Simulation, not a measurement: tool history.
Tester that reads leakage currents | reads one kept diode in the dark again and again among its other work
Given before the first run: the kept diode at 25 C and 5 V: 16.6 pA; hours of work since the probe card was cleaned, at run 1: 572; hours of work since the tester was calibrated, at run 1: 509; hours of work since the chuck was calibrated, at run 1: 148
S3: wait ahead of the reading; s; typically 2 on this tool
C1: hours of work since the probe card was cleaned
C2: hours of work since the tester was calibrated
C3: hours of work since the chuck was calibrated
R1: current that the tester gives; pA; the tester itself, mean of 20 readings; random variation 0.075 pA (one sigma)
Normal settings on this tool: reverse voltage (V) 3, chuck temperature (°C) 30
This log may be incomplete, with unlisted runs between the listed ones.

run 1 day=0 | reverse_voltage_(V)=3 chuck_temperature_(°C)=30 S3=2 | C1=572 C2=509 C3=148 | R1=19.66
run 2 day=1.608 | reverse_voltage_(V)=1.72 chuck_temperature_(°C)=30 S3=2 | C1=587 C2=525 C3=164 | R1=14.24
run 3 day=3.442 | reverse_voltage_(V)=3 chuck_temperature_(°C)=30 S3=2 | C1=605 C2=543 C3=182 | R1=19.48
run 4 day=5.125 | reverse_voltage_(V)=3 chuck_temperature_(°C)=30 S3=2 | C1=622 C2=560 C3=198 | R1=19.61
run 5 day=7.2 | reverse_voltage_(V)=3 chuck_temperature_(°C)=30 S3=2 | C1=642 C2=580 C3=219 | R1=19.39
run 6 day=9.542 | reverse_voltage_(V)=3 chuck_temperature_(°C)=32 S3=2 | C1=665 C2=603 C3=242 | R1=22.2
run 7 day=10.842 | reverse_voltage_(V)=3 chuck_temperature_(°C)=32 S3=2 | C1=678 C2=616 C3=254 | R1=21.89
run 8 day=12.133 | reverse_voltage_(V)=3 chuck_temperature_(°C)=32 S3=2 | C1=691 C2=629 C3=267 | R1=21.96
run 9 day=13.271 | reverse_voltage_(V)=3 chuck_temperature_(°C)=32 S3=2 | C1=702 C2=640 C3=278 | R1=21.93
run 10 day=15.367 | reverse_voltage_(V)=3 chuck_temperature_(°C)=32 S3=2 | C1=723 C2=660 C3=299 | R1=21.98
run 11 day=17.725 | reverse_voltage_(V)=3 chuck_temperature_(°C)=50 S3=2 | C1=746 C2=684 C3=322 | R1=68.66
run 12 day=20.088 | reverse_voltage_(V)=3 chuck_temperature_(°C)=50 S3=2 | C1=769 C2=707 C3=345 | R1=68.55
run 13 day=22.338 | reverse_voltage_(V)=3 chuck_temperature_(°C)=30 S3=2 | C1=791 C2=729 C3=368 | R1=19.25
run 14 day=23.533 | reverse_voltage_(V)=3 chuck_temperature_(°C)=30 S3=2 | C1=803 C2=741 C3=379 | R1=19.31
run 15 day=25.5 | reverse_voltage_(V)=3 chuck_temperature_(°C)=50 S3=2 | C1=822 C2=760 C3=399 | R1=67.64
run 16 day=27.788 | reverse_voltage_(V)=3 chuck_temperature_(°C)=50 S3=2 | C1=845 C2=783 C3=421 | R1=67.27
run 17 day=29.525 | reverse_voltage_(V)=3 chuck_temperature_(°C)=30 S3=2 | C1=862 C2=800 C3=438 | R1=18.88
run 18 day=31.371 | reverse_voltage_(V)=3 chuck_temperature_(°C)=30 S3=2 | C1=880 C2=818 C3=456 | R1=18.95
run 19 day=33.042 | reverse_voltage_(V)=3 chuck_temperature_(°C)=30 S3=8.11 | C1=897 C2=834 C3=473 | R1=18.83
run 20 day=34.946 | reverse_voltage_(V)=3 chuck_temperature_(°C)=30 S3=2 | C1=915 C2=853 C3=492 | R1=18.95
run 21 day=36.575 | reverse_voltage_(V)=19.38 chuck_temperature_(°C)=30 S3=8.95 | C1=931 C2=869 C3=508 | R1=56.98
run 22 day=38.471 | reverse_voltage_(V)=6.41 chuck_temperature_(°C)=34 S3=2 | C1=950 C2=888 C3=526 | R1=37.96
run 23 day=39.467 | reverse_voltage_(V)=6.41 chuck_temperature_(°C)=34 S3=2 | C1=960 C2=898 C3=536 | R1=37.6
-- day=39.762 tester calibrated
run 24 day=41.604 | reverse_voltage_(V)=6.41 chuck_temperature_(°C)=34 S3=2 | C1=980 C2=18 C3=556 | R1=37.51
-- day=43.475 tester calibrated, once more
run 25 day=43.958 | reverse_voltage_(V)=6.41 chuck_temperature_(°C)=34 S3=2 | C1=1002 C2=5 C3=579 | R1=37.33
run 26 day=45.038 | reverse_voltage_(V)=13.5 chuck_temperature_(°C)=25 S3=0.46 | C1=1013 C2=15 C3=589 | R1=41.76
run 27 day=46.142 | reverse_voltage_(V)=1.31 chuck_temperature_(°C)=50 S3=6.33 | C1=1024 C2=26 C3=600 | R1=42.04
run 28 day=47.888 | reverse_voltage_(V)=1.5 chuck_temperature_(°C)=30 S3=0.49 | C1=1041 C2=43 C3=617 | R1=13.24
run 29 day=49.967 | reverse_voltage_(V)=3 chuck_temperature_(°C)=30 S3=9.04 | C1=1061 C2=64 C3=638 | R1=18.43
-- day=51.292 chuck's temperature calibrated
run 30 day=51.946 | reverse_voltage_(V)=3 chuck_temperature_(°C)=30 S3=9.04 | C1=1080 C2=83 C3=6 | R1=20.74
run 31 day=52.896 | reverse_voltage_(V)=10.15 chuck_temperature_(°C)=30 S3=1.77 | C1=1089 C2=92 C3=16 | R1=43.64
run 32 day=53.917 | reverse_voltage_(V)=3 chuck_temperature_(°C)=42 S3=2 | C1=1099 C2=102 C3=26 | R1=44.53
run 33 day=55.346 | reverse_voltage_(V)=3 chuck_temperature_(°C)=30 S3=0.48 | C1=1114 C2=116 C3=40 | R1=22.2
run 34 day=56.429 | reverse_voltage_(V)=2.6 chuck_temperature_(°C)=30 S3=0.48 | C1=1124 C2=127 C3=51 | R1=20.15
run 35 day=58.038 | reverse_voltage_(V)=2.6 chuck_temperature_(°C)=30 S3=0.48 | C1=1140 C2=142 C3=66 | R1=20.25
run 36 day=59.025 | reverse_voltage_(V)=6.31 chuck_temperature_(°C)=30 S3=0.48 | C1=1150 C2=152 C3=76 | R1=35.05
run 37 day=60.825 | reverse_voltage_(V)=1.39 chuck_temperature_(°C)=30 S3=0.74 | C1=1167 C2=170 C3=94 | R1=13.55
run 38 day=62.183 | reverse_voltage_(V)=1.39 chuck_temperature_(°C)=30 S3=0.74 | C1=1181 C2=183 C3=107 | R1=13.56
-- day=63.608 probe card cleaned and baked
run 39 day=64.292 | reverse_voltage_(V)=1.39 chuck_temperature_(°C)=30 S3=5.25 | C1=7 C2=203 C3=127 | R1=11.99
run 40 day=65.362 | reverse_voltage_(V)=3.17 chuck_temperature_(°C)=38 S3=2 | C1=17 C2=213 C3=137 | R1=32.36

Each row is a separate what-if for the run after 40, all from the same tool condition, not one after another. Results?
run A day=66.9 | reverse_voltage_(V)=3.17 chuck_temperature_(°C)=38 S3=2.02 | C1=32 C2=228 C3=152 | R1=?
run B day=66.9 | reverse_voltage_(V)=3.17 chuck_temperature_(°C)=38 S3=3.5 | C1=32 C2=228 C3=152 | R1=?
run C day=66.9 | reverse_voltage_(V)=3 chuck_temperature_(°C)=30 S3=2.02 | C1=32 C2=228 C3=152 | R1=?
run D day=66.9 | reverse_voltage_(V)=1.17 chuck_temperature_(°C)=45 S3=2 | C1=32 C2=228 C3=152 | R1=?

run=A R1=32.37
run=B R1=32.44
run=C R1=18.23
run=D R1=30.45
What these runs would have given with no unlogged condition in the tool:
run=A R1=33.32
run=B R1=33.39
run=C R1=18.76
run=D R1=31.34
